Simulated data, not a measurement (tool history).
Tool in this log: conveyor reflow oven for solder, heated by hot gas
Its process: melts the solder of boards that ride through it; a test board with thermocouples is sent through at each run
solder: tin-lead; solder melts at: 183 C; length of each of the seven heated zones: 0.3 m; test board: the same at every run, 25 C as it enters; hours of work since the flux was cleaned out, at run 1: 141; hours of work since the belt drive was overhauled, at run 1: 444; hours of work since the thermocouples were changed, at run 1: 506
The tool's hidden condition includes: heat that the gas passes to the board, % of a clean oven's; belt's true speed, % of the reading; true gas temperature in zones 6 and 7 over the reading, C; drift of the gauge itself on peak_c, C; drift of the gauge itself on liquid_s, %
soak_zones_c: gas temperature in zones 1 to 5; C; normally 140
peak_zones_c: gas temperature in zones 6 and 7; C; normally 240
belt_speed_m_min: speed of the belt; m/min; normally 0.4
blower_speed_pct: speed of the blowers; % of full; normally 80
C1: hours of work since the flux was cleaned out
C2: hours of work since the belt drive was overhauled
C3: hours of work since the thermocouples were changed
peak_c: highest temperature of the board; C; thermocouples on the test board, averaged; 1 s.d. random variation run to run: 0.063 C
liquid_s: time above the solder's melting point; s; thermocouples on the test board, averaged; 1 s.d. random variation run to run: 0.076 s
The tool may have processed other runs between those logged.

run 1 hour=0 | soak_zones_c=140 peak_zones_c=240 belt_speed_m_min=0.4 blower_speed_pct=80 | C1=141 C2=444 C3=506 | peak_c=227.87 liquid_s=77.97
run 2 hour=13.6 | soak_zones_c=149 peak_zones_c=240 belt_speed_m_min=0.4 blower_speed_pct=80 | C1=150 C2=453 C3=515 | peak_c=229.06 liquid_s=82.54
run 3 hour=29.2 | soak_zones_c=140 peak_zones_c=250 belt_speed_m_min=0.4 blower_speed_pct=80 | C1=161 C2=463 C3=526 | peak_c=237.01 liquid_s=83.28
run 4 hour=43.4 | soak_zones_c=140 peak_zones_c=240 belt_speed_m_min=0.4 blower_speed_pct=80 | C1=171 C2=473 C3=536 | peak_c=227.77 liquid_s=77.96
run 5 hour=56.2 | soak_zones_c=140 peak_zones_c=240 belt_speed_m_min=0.4 blower_speed_pct=80 | C1=179 C2=482 C3=544 | peak_c=227.81 liquid_s=77.95
run 6 hour=69.9 | soak_zones_c=140 peak_zones_c=240 belt_speed_m_min=0.4 blower_speed_pct=80 | C1=189 C2=491 C3=554 | peak_c=227.74 liquid_s=77.98
run 7 hour=82.3 | soak_zones_c=140 peak_zones_c=240 belt_speed_m_min=0.4 blower_speed_pct=80 | C1=197 C2=500 C3=562 | peak_c=227.79 liquid_s=77.93
run 8 hour=90.3 | soak_zones_c=140 peak_zones_c=240 belt_speed_m_min=0.4 blower_speed_pct=80 | C1=202 C2=505 C3=567 | peak_c=227.77 liquid_s=77.95
run 9 hour=103.6 | soak_zones_c=140 peak_zones_c=240 belt_speed_m_min=0.4 blower_speed_pct=80 | C1=211 C2=514 C3=576 | peak_c=227.71 liquid_s=78.07
run 10 hour=114.1 | soak_zones_c=140 peak_zones_c=240 belt_speed_m_min=0.4 blower_speed_pct=80 | C1=219 C2=521 C3=584 | peak_c=227.71 liquid_s=77.98
run 11 hour=129.2 | soak_zones_c=140 peak_zones_c=228 belt_speed_m_min=0.4 blower_speed_pct=80 | C1=229 C2=531 C3=594 | peak_c=216.93 liquid_s=70.16
run 12 hour=137 | soak_zones_c=128 peak_zones_c=231 belt_speed_m_min=0.393 blower_speed_pct=71 | C1=234 C2=537 C3=599 | peak_c=216.35 liquid_s=65.4
run 13 hour=153.7 | soak_zones_c=128 peak_zones_c=231 belt_speed_m_min=0.393 blower_speed_pct=71 | C1=245 C2=548 C3=610 | peak_c=216.3 liquid_s=65.38
-- hour=164.9 flux residue cleaned out of gas plates and filters
run 14 hour=170.8 | soak_zones_c=128 peak_zones_c=231 belt_speed_m_min=0.321 blower_speed_pct=86 | C1=4 C2=556 C3=619 | peak_c=225.36 liquid_s=92.85
run 15 hour=186.8 | soak_zones_c=128 peak_zones_c=231 belt_speed_m_min=0.321 blower_speed_pct=86 | C1=15 C2=567 C3=629 | peak_c=225.3 liquid_s=93.08
run 16 hour=201.3 | soak_zones_c=128 peak_zones_c=231 belt_speed_m_min=0.321 blower_speed_pct=86 | C1=25 C2=577 C3=639 | peak_c=225.41 liquid_s=92.86
run 17 hour=214 | soak_zones_c=128 peak_zones_c=231 belt_speed_m_min=0.321 blower_speed_pct=86 | C1=33 C2=585 C3=648 | peak_c=225.41 liquid_s=92.94
-- hour=224.9 thermocouples of zones 6 and 7 changed
run 18 hour=226 | soak_zones_c=152 peak_zones_c=232 belt_speed_m_min=0.355 blower_speed_pct=80 | C1=40 C2=592 C3=1 | peak_c=224.47 liquid_s=92.44
run 19 hour=234.1 | soak_zones_c=152 peak_zones_c=232 belt_speed_m_min=0.355 blower_speed_pct=80 | C1=46 C2=598 C3=6 | peak_c=224.56 liquid_s=92.52

5 options for the next run, each taken on its own from the tool as it stands now. Forecast them:
run A hour=242.9 | soak_zones_c=140 peak_zones_c=240 belt_speed_m_min=0.443 blower_speed_pct=66 | C1=51 C2=604 C3=12 | peak_c=? liquid_s=?
run B hour=242.9 | soak_zones_c=142 peak_zones_c=240 belt_speed_m_min=0.4 blower_speed_pct=65 | C1=51 C2=604 C3=12 | peak_c=? liquid_s=?
run C hour=242.9 | soak_zones_c=133 peak_zones_c=245 belt_speed_m_min=0.4 blower_speed_pct=61 | C1=51 C2=604 C3=12 | peak_c=? liquid_s=?
run D hour=242.9 | soak_zones_c=148 peak_zones_c=240 belt_speed_m_min=0.4 blower_speed_pct=60 | C1=51 C2=604 C3=12 | peak_c=? liquid_s=?
run E hour=242.9 | soak_zones_c=140 peak_zones_c=250 belt_speed_m_min=0.464 blower_speed_pct=81 | C1=51 C2=604 C3=12 | peak_c=? liquid_s=?

run=A peak_c=221.16 liquid_s=65.34
run=B peak_c=224.6 liquid_s=76.38
run=C peak_c=226.21 liquid_s=74.04
run=D peak_c=224.15 liquid_s=78.75
run=E peak_c=232.51 liquid_s=69.66
Without the tool's unlogged condition, the same runs would have read:
run=A peak_c=221.06 liquid_s=64.09
run=B peak_c=224.51 liquid_s=74.94
run=C peak_c=226.06 liquid_s=72.6
run=D peak_c=224.02 liquid_s=77.24
run=E peak_c=232.51 liquid_s=68.42

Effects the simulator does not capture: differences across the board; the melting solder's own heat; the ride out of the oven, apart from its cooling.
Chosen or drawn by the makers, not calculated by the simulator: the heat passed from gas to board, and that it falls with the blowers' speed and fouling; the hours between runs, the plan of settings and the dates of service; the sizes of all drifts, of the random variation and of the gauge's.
